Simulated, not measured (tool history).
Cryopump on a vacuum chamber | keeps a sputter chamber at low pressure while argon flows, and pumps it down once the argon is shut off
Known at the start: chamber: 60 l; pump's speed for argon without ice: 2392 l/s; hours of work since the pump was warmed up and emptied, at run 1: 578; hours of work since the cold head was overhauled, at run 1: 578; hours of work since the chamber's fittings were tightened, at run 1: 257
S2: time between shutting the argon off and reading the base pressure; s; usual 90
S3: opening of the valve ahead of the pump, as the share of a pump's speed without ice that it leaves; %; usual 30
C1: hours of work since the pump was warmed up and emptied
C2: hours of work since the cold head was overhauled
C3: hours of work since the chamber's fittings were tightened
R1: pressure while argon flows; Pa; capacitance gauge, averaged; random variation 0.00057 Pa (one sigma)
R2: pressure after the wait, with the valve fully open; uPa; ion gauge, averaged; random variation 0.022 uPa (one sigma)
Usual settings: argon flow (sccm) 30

Run 1, hour 0: usual settings; C1 578; C2 578; C3 257. Result: R1 0.0773 Pa, R2 1.15 uPa.
Run 2, hour 37: usual settings; C1 603; C2 603; C3 282. Result: R1 0.077 Pa, R2 1.24 uPa.
Run 3, hour 117.2: usual settings; C1 657; C2 657; C3 336. Result: R1 0.0788 Pa, R2 1.38 uPa.
Run 4, hour 181.9: usual settings; C1 700; C2 700; C3 380. Result: R1 0.0806 Pa, R2 1.41 uPa.
At hour 243.1: pump warmed up, emptied and cooled again.
Run 5, hour 245.9: usual settings; C1 2; C2 740; C3 419. Result: R1 0.0715 Pa, R2 1.27 uPa.
Run 6, hour 297.3: usual settings; C1 36; C2 774; C3 454. Result: R1 0.0719 Pa, R2 1.3 uPa.
Run 7, hour 350.6: usual settings; C1 72; C2 810; C3 490. Result: R1 0.0708 Pa, R2 1.34 uPa.
Run 8, hour 394.2: usual settings; C1 101; C2 839; C3 519. Result: R1 0.0724 Pa, R2 1.4 uPa.
Run 9, hour 443.7: usual settings but S2 40 s; C1 135; C2 873; C3 552. Result: R1 0.0719 Pa, R2 2.1 uPa.
Run 10, hour 514.4: usual settings but S2 40 s; C1 182; C2 920; C3 599. Result: R1 0.0724 Pa, R2 2.23 uPa.
Run 11, hour 567.4: usual settings but S2 40 s; C1 218; C2 956; C3 635. Result: R1 0.0725 Pa, R2 2.27 uPa.
Run 12, hour 601.4: usual settings but S2 40 s; C1 241; C2 979; C3 658. Result: R1 0.0733 Pa, R2 2.29 uPa.
Run 13, hour 685.8: usual settings but argon flow (sccm) 50; C1 297; C2 1035; C3 715. Result: R1 0.1243 Pa, R2 1.84 uPa.
Run 14, hour 725.4: usual settings but argon flow (sccm) 50, S2 134 s; C1 324; C2 1062; C3 741. Result: R1 0.1232 Pa, R2 1.66 uPa.
Run 15, hour 780: usual settings but argon flow (sccm) 50, S2 134 s; C1 360; C2 1098; C3 778. Result: R1 0.1245 Pa, R2 1.75 uPa.
Run 16, hour 817.2: usual settings but argon flow (sccm) 50, S2 134 s; C1 385; C2 1123; C3 803. Result: R1 0.1256 Pa, R2 1.83 uPa.
Run 17, hour 866.4: usual settings but argon flow (sccm) 50, S2 78 s; C1 418; C2 1156; C3 836. Result: R1 0.1264 Pa, R2 2.15 uPa.
Run 18, hour 923.1: usual settings but argon flow (sccm) 17, S2 47 s, S3 35 %; C1 457; C2 1195; C3 874. Result: R1 0.0374 Pa, R2 2.64 uPa.
Run 19, hour 1002.3: usual settings but argon flow (sccm) 33, S2 186 s, S3 33 %; C1 510; C2 1248; C3 927. Result: R1 0.0774 Pa, R2 2.05 uPa.
Run 20, hour 1063.2: usual settings but argon flow (sccm) 32, S2 209 s, S3 45 %; C1 551; C2 1289; C3 968. Result: R1 0.0571 Pa, R2 2.14 uPa.
Run 21, hour 1118.2: usual settings but argon flow (sccm) 55, S2 56 s, S3 45 %; C1 588; C2 1325; C3 1005. Result: R1 0.1005 Pa, R2 2.86 uPa.
Run 22, hour 1180.4: usual settings but argon flow (sccm) 55, S2 263 s, S3 45 %; C1 629; C2 1367; C3 1047. Result: R1 0.1 Pa, R2 2.38 uPa.
Run 23, hour 1256.4: usual settings but S2 207 s, S3 26 %; C1 680; C2 1418; C3 1098. Result: R1 0.09 Pa, R2 2.52 uPa.
Run 24, hour 1302.9: usual settings but argon flow (sccm) 14, S2 108 s; C1 712; C2 1450; C3 1129. Result: R1 0.038 Pa, R2 2.91 uPa.
At hour 1342.5: pump warmed up, emptied and cooled again.
At hour 1344.5: leaking fittings of the chamber tightened, without venting.
Run 25, hour 1366.2: usual settings but argon flow (sccm) 14, S2 54 s, S3 21 %; C1 15; C2 1487; C3 15. Result: R1 0.0465 Pa, R2 1.06 uPa.
Run 26, hour 1429: usual settings but argon flow (sccm) 14, S2 41 s, S3 23 %; C1 57; C2 1529; C3 57. Result: R1 0.042 Pa, R2 1.44 uPa.
Run 27, hour 1503.2: usual settings but argon flow (sccm) 13, S2 41 s, S3 16 %; C1 107; C2 1579; C3 107. Result: R1 0.0586 Pa, R2 1.46 uPa.
Run 28, hour 1550.3: usual settings but argon flow (sccm) 19, S2 119 s, S3 57 %; C1 138; C2 1611; C3 138. Result: R1 0.0244 Pa, R2 0.75 uPa.
Run 29, hour 1627.6: usual settings but argon flow (sccm) 19, S2 119 s, S3 57 %; C1 190; C2 1663; C3 190. Result: R1 0.0252 Pa, R2 0.87 uPa.
Run 30, hour 1680.6: usual settings but S3 19 %; C1 226; C2 1698; C3 226. Result: R1 0.1142 Pa, R2 1.05 uPa.
Run 31, hour 1752: usual settings but S2 189 s, S3 19 %; C1 274; C2 1746; C3 274. Result: R1 0.1145 Pa, R2 0.88 uPa.
Run 32, hour 1828.2: usual settings but S2 189 s, S3 19 %; C1 325; C2 1797; C3 325. Result: R1 0.1144 Pa, R2 0.96 uPa.
Run 33, hour 1904.4: usual settings but argon flow (sccm) 14, S3 32 %; C1 376; C2 1849; C3 376. Result: R1 0.0326 Pa, R2 1.32 uPa.

Hidden state at the last listed run before each entry between runs and at the first one after, where it differs:
Between runs 4 and 5: pump warmed up, emptied and cooled again (hour 243.1)
  pump's speed, % of a pump's without ice: 70.5 -> 99.4; cold plate's temperature, K: 12.23 -> 12.24; leak into the chamber, uPa l/s: 1536 -> 1659
  measured less the result without the state, R1: +0.0091 -> +0.0002 Pa; R2: +0.77 -> +0.58 uPa
Between runs 24 and 25: pump warmed up, emptied and cooled again (hour 1342.5); leaking fittings of the chamber tightened, without venting (hour 1344.5)
  pump's speed, % of a pump's without ice: 68.7 -> 99.1; cold plate's temperature, K: 12.41 -> 12.42; leak into the chamber, uPa l/s: 3952 -> 401
  measured less the result without the state, R1: +0.0046 -> +0.0001 Pa; R2: +2.31 -> +0.04 uPa
